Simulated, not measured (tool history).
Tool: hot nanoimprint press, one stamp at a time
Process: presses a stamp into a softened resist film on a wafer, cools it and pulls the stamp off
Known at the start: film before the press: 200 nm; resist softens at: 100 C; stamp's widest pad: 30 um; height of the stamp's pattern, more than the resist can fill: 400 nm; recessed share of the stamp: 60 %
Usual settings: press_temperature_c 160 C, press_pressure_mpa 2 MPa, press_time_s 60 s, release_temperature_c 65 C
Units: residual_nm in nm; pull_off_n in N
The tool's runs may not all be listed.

run,hour,press_temperature_c,press_pressure_mpa,press_time_s,release_temperature_c,residual_nm,pull_off_n
1,0,160,2,60,65,83.9,209
2,25.8,160,1.7,60,65,88.8,225
3,54.7,160,2,60,65,83.9,218
4,88,160,2,60,65,83.7,235
5,110.2,160,2,60,65,83.4,238
6,149.7,160,2,60,65,83.8,250
7,170.4,160,2,60,65,84.4,243
8,209.4,160,2,60,65,85.1,263
9,231.6,160,2,60,65,86.7,265
10,262,160,2,60,65,86,272
# hour 268.7: plate thermocouple calibrated
# hour 280.7: stamp cleaned and given a new release coat
11,288.4,160,2,60,65,87.6,207
12,305.7,155,1.32,60,55,128,262
13,342.8,170,1.32,60,55,67,271
14,375.1,165,2,79,65,62.6,227
15,391.7,150,1.68,39,62,161.1,249
16,419.8,166,2,47,50,74.6,329
# hour 441.2: plate thermocouple calibrated, once more
17,463.3,152,1.73,85,60,112,255
18,484.8,152,2.18,57,60,117.6,265

Measured less the same run without the tool's hidden state. The same run-to-run variation is in both; the gauge's scatter may not be:
The hidden state here: true temperature over the reading, C; pressure that arrives at the usual setting, %; grip of the stamp's worn release coat, % over a new coat's; drift of the gauge itself on residual_nm, %; drift of the gauge itself on pull_off_n, %.
run,residual_nm,pull_off_n
1,+3,+13
2,+3.2,+19
3,+3.6,+24
4,+4,+32
5,+4.2,+37
6,+4.7,+46
7,+5,+48
8,+5.5,+59
9,+5.7,+63
10,+6.1,+70
11,+8.1,+9
12,+9.2,+14
13,+5.8,+23
14,+6.7,+27
15,+9.8,+33
16,+8,+48
17,+2.1,+37
18,+2.9,+42
